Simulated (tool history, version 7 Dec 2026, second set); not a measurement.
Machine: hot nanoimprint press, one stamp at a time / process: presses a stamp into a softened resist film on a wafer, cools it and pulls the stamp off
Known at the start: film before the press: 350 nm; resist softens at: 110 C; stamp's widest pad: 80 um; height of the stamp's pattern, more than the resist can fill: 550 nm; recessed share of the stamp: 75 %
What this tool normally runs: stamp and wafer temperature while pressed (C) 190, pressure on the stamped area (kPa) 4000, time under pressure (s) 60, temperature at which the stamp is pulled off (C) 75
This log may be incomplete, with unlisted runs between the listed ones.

run,hour,stamp and wafer temperature while pressed (C),pressure on the stamped area (kPa),time under pressure (s),temperature at which the stamp is pulled off (C),resist left under the stamp's widest pad (Å),greatest force while the stamp is pulled off (N)
1,0,190,4000,60,75,1950,164
2,44.4,180,4000,60,75,2689,162
# hour 97.9: stamp cleaned and given a new release coat
3,121.3,180,4000,60,75,2705,161
4,173.2,197,4000,60,75,1460,162
5,219.4,190,4000,60,71,1950,179
# hour 249.8: stamp cleaned and given a new release coat
6,271.7,190,4000,60,75,1965,162
7,306,190,4000,67,75,1887,164
8,346.3,190,4000,60,75,1953,164
9,378.8,190,4000,60,75,1965,162
# hour 400.3: stamp cleaned and given a new release coat
10,436.6,190,4000,82,75,1760,165
11,501.5,190,4000,82,75,1744,164
# hour 553.4: stamp cleaned and given a new release coat
12,566,190,4000,82,75,1744,162
13,599.5,190,4000,82,75,1750,163

What will run 14 give?
# hour 629.4: plate thermocouple calibrated
14,645.6,190,3280,60,75,?,?

resist left under the stamp's widest pad (Å): 2060
greatest force while the stamp is pulled off (N): 162
On a tool with no hidden condition, and with the same random variation, this run would have come out at resist left under the stamp's widest pad (Å) 2059, greatest force while the stamp is pulled off (N) 162.
